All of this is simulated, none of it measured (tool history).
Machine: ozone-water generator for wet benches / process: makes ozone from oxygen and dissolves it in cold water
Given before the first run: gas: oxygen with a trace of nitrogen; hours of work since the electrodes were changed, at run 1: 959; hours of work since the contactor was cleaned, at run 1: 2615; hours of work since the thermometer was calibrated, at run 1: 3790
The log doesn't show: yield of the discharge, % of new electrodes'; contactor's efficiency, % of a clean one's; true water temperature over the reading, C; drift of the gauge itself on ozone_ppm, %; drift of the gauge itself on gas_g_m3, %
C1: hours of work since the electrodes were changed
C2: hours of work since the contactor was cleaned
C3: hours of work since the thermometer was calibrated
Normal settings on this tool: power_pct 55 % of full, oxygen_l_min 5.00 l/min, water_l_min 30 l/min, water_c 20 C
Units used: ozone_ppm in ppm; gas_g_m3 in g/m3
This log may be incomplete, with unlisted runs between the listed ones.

run 1 day=0.000 | power_pct=55 oxygen_l_min=5.00 water_l_min=30 water_c=20 | C1=959 C2=2615 C3=3790 | ozone_ppm=13.0 gas_g_m3=208.3
run 2 day=3.717 | power_pct=55 oxygen_l_min=5.00 water_l_min=30 water_c=20 | C1=1040 C2=2696 C3=3870 | ozone_ppm=12.9 gas_g_m3=208.0
run 3 day=8.442 | power_pct=55 oxygen_l_min=5.00 water_l_min=30 water_c=20 | C1=1142 C2=2798 C3=3972 | ozone_ppm=13.0 gas_g_m3=207.8
run 4 day=11.238 | power_pct=55 oxygen_l_min=5.00 water_l_min=30 water_c=20 | C1=1202 C2=2858 C3=4032 | ozone_ppm=12.8 gas_g_m3=210.5
run 5 day=16.138 | power_pct=55 oxygen_l_min=5.00 water_l_min=30 water_c=20 | C1=1308 C2=2964 C3=4138 | ozone_ppm=12.6 gas_g_m3=205.7
-- day=19.996 contactor cleaned
run 6 day=20.454 | power_pct=55 oxygen_l_min=5.00 water_l_min=18 water_c=20 | C1=1398 C2=10 C3=4228 | ozone_ppm=22.0 gas_g_m3=207.6
run 7 day=24.667 | power_pct=55 oxygen_l_min=5.00 water_l_min=23 water_c=20 | C1=1489 C2=101 C3=4319 | ozone_ppm=17.6 gas_g_m3=206.5
run 8 day=27.642 | power_pct=55 oxygen_l_min=5.00 water_l_min=23 water_c=20 | C1=1553 C2=165 C3=4384 | ozone_ppm=17.7 gas_g_m3=206.2
run 9 day=31.267 | power_pct=55 oxygen_l_min=5.96 water_l_min=30 water_c=20 | C1=1632 C2=244 C3=4462 | ozone_ppm=13.5 gas_g_m3=189.8
run 10 day=33.554 | power_pct=55 oxygen_l_min=5.96 water_l_min=30 water_c=20 | C1=1681 C2=293 C3=4511 | ozone_ppm=13.7 gas_g_m3=190.2
run 11 day=37.012 | power_pct=55 oxygen_l_min=5.96 water_l_min=30 water_c=20 | C1=1756 C2=368 C3=4586 | ozone_ppm=13.6 gas_g_m3=189.2
run 12 day=41.425 | power_pct=55 oxygen_l_min=5.00 water_l_min=30 water_c=20 | C1=1851 C2=463 C3=4682 | ozone_ppm=13.4 gas_g_m3=205.0
run 13 day=44.762 | power_pct=55 oxygen_l_min=6.48 water_l_min=30 water_c=20 | C1=1924 C2=535 C3=4754 | ozone_ppm=13.4 gas_g_m3=181.0
run 14 day=47.758 | power_pct=55 oxygen_l_min=5.00 water_l_min=30 water_c=20 | C1=1988 C2=600 C3=4818 | ozone_ppm=13.1 gas_g_m3=202.7
run 15 day=49.975 | power_pct=55 oxygen_l_min=5.00 water_l_min=30 water_c=20 | C1=2036 C2=648 C3=4866 | ozone_ppm=13.2 gas_g_m3=203.6
-- day=54.183 water thermometer calibrated
run 16 day=54.700 | power_pct=55 oxygen_l_min=5.00 water_l_min=30 water_c=20 | C1=2138 C2=750 C3=11 | ozone_ppm=13.0 gas_g_m3=204.0
run 17 day=58.742 | power_pct=55 oxygen_l_min=5.00 water_l_min=30 water_c=20 | C1=2225 C2=837 C3=99 | ozone_ppm=12.9 gas_g_m3=204.4
run 18 day=62.050 | power_pct=55 oxygen_l_min=5.00 water_l_min=30 water_c=20 | C1=2297 C2=909 C3=170 | ozone_ppm=12.9 gas_g_m3=204.4
run 19 day=66.179 | power_pct=97 oxygen_l_min=2.82 water_l_min=30 water_c=22 | C1=2386 C2=998 C3=259 | ozone_ppm=18.6 gas_g_m3=440.9
-- day=66.800 water thermometer calibrated, once more
run 20 day=69.775 | power_pct=97 oxygen_l_min=4.58 water_l_min=30 water_c=14 | C1=2463 C2=1075 C3=64 | ozone_ppm=22.4 gas_g_m3=353.6
run 21 day=72.212 | power_pct=45 oxygen_l_min=5.00 water_l_min=30 water_c=15 | C1=2516 C2=1128 C3=117 | ozone_ppm=11.2 gas_g_m3=168.2
run 22 day=76.554 | power_pct=68 oxygen_l_min=2.55 water_l_min=30 water_c=22 | C1=2610 C2=1222 C3=211 | ozone_ppm=13.1 gas_g_m3=331.5
run 23 day=81.421 | power_pct=68 oxygen_l_min=2.55 water_l_min=30 water_c=22 | C1=2715 C2=1327 C3=316 | ozone_ppm=13.3 gas_g_m3=338.3
run 24 day=84.817 | power_pct=73 oxygen_l_min=4.32 water_l_min=19 water_c=13 | C1=2789 C2=1401 C3=390 | ozone_ppm=28.3 gas_g_m3=277.1
run 25 day=89.133 | power_pct=93 oxygen_l_min=5.00 water_l_min=30 water_c=20 | C1=2882 C2=1494 C3=483 | ozone_ppm=20.1 gas_g_m3=317.9
run 26 day=93.983 | power_pct=52 oxygen_l_min=6.20 water_l_min=36 water_c=20 | C1=2987 C2=1599 C3=588 | ozone_ppm=10.2 gas_g_m3=170.9
run 27 day=98.775 | power_pct=52 oxygen_l_min=6.20 water_l_min=25 water_c=22 | C1=3090 C2=1702 C3=691 | ozone_ppm=14.5 gas_g_m3=171.4
run 28 day=102.921 | power_pct=59 oxygen_l_min=4.28 water_l_min=18 water_c=22 | C1=3180 C2=1792 C3=781 | ozone_ppm=21.6 gas_g_m3=227.7
run 29 day=107.062 | power_pct=59 oxygen_l_min=4.28 water_l_min=18 water_c=22 | C1=3270 C2=1882 C3=871 | ozone_ppm=21.0 gas_g_m3=227.7
run 30 day=111.650 | power_pct=55 oxygen_l_min=7.95 water_l_min=33 water_c=16 | C1=3369 C2=1981 C3=970 | ozone_ppm=12.6 gas_g_m3=158.4
run 31 day=114.742 | power_pct=55 oxygen_l_min=3.73 water_l_min=30 water_c=25 | C1=3436 C2=2048 C3=1037 | ozone_ppm=11.2 gas_g_m3=226.9
run 32 day=119.458 | power_pct=55 oxygen_l_min=3.73 water_l_min=30 water_c=25 | C1=3538 C2=2149 C3=1138 | ozone_ppm=11.2 gas_g_m3=226.3
run 33 day=122.267 | power_pct=55 oxygen_l_min=5.00 water_l_min=30 water_c=23 | C1=3598 C2=2210 C3=1199 | ozone_ppm=11.9 gas_g_m3=198.3

What if the next run were any one of these 4? Each begins from the tool's condition after run 33:
run A day=125.254 | power_pct=55 oxygen_l_min=4.56 water_l_min=30 water_c=23 | C1=3663 C2=2275 C3=1264 | ozone_ppm=? gas_g_m3=?
run B day=125.254 | power_pct=52 oxygen_l_min=5.00 water_l_min=30 water_c=23 | C1=3663 C2=2275 C3=1264 | ozone_ppm=? gas_g_m3=?
run C day=125.254 | power_pct=75 oxygen_l_min=5.00 water_l_min=30 water_c=12 | C1=3663 C2=2275 C3=1264 | ozone_ppm=? gas_g_m3=?
run D day=125.254 | power_pct=42 oxygen_l_min=5.00 water_l_min=39 water_c=20 | C1=3663 C2=2275 C3=1264 | ozone_ppm=? gas_g_m3=?

run=A ozone_ppm=11.6 gas_g_m3=204.0
run=B ozone_ppm=11.3 gas_g_m3=186.5
run=C ozone_ppm=17.3 gas_g_m3=255.3
run=D ozone_ppm=7.1 gas_g_m3=155.7
Stripped of hidden state, with their random variation kept, the same runs would have yielded:
run=A ozone_ppm=13.2 gas_g_m3=221.4
run=B ozone_ppm=12.8 gas_g_m3=201.3
run=C ozone_ppm=20.2 gas_g_m3=285.1
run=D ozone_ppm=7.9 gas_g_m3=164.7
